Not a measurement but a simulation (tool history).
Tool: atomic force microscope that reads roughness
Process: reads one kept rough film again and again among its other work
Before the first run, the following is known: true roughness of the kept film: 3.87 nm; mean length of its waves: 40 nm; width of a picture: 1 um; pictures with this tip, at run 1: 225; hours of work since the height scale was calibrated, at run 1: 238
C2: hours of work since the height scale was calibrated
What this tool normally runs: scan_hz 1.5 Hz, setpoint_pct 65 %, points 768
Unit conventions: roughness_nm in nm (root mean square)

run 1 hour=0 | scan_hz=1.5 setpoint_pct=65 points=768 | pictures_with_this_tip=225 C2=238 | roughness_nm=3.251
run 2 hour=27.5 | scan_hz=1.5 setpoint_pct=65 points=768 | pictures_with_this_tip=253 C2=254 | roughness_nm=3.225
run 3 hour=48.1 | scan_hz=1.5 setpoint_pct=65 points=768 | pictures_with_this_tip=273 C2=266 | roughness_nm=3.209
run 4 hour=73.3 | scan_hz=1.5 setpoint_pct=63 points=768 | pictures_with_this_tip=299 C2=281 | roughness_nm=3.193
run 5 hour=93.7 | scan_hz=1.5 setpoint_pct=63 points=768 | pictures_with_this_tip=320 C2=293 | roughness_nm=3.204
run 6 hour=109.4 | scan_hz=1.5 setpoint_pct=71 points=514 | pictures_with_this_tip=336 C2=302 | roughness_nm=3.08
run 7 hour=130.8 | scan_hz=2.24 setpoint_pct=66 points=294 | pictures_with_this_tip=357 C2=315 | roughness_nm=3.028
run 8 hour=159.8 | scan_hz=2.24 setpoint_pct=83 points=294 | pictures_with_this_tip=387 C2=332 | roughness_nm=2.604
-- hour=166.3 new tip fitted
run 9 hour=183.9 | scan_hz=2.24 setpoint_pct=83 points=294 | pictures_with_this_tip=18 C2=346 | roughness_nm=2.801
run 10 hour=213.1 | scan_hz=2.24 setpoint_pct=83 points=294 | pictures_with_this_tip=47 C2=363 | roughness_nm=2.806

5 options for the next run, each taken on its own from the tool as it stands now. Forecast them:
run A hour=234.1 | scan_hz=0.85 setpoint_pct=73 points=697 | pictures_with_this_tip=69 C2=376 | roughness_nm=?
run B hour=234.1 | scan_hz=2.24 setpoint_pct=83 points=313 | pictures_with_this_tip=69 C2=376 | roughness_nm=?
run C hour=234.1 | scan_hz=2.24 setpoint_pct=61 points=294 | pictures_with_this_tip=69 C2=376 | roughness_nm=?
run D hour=234.1 | scan_hz=0.94 setpoint_pct=62 points=299 | pictures_with_this_tip=69 C2=376 | roughness_nm=?
run E hour=234.1 | scan_hz=2.24 setpoint_pct=73 points=294 | pictures_with_this_tip=69 C2=376 | roughness_nm=?

run=A roughness_nm=3.342
run=B roughness_nm=2.782
run=C roughness_nm=3.282
run=D roughness_nm=3.453
run=E roughness_nm=3.047
With the hidden condition removed and each run's random variation left untouched, the same runs would have given:
run=A roughness_nm=3.445
run=B roughness_nm=2.868
run=C roughness_nm=3.384
run=D roughness_nm=3.56
run=E roughness_nm=3.141
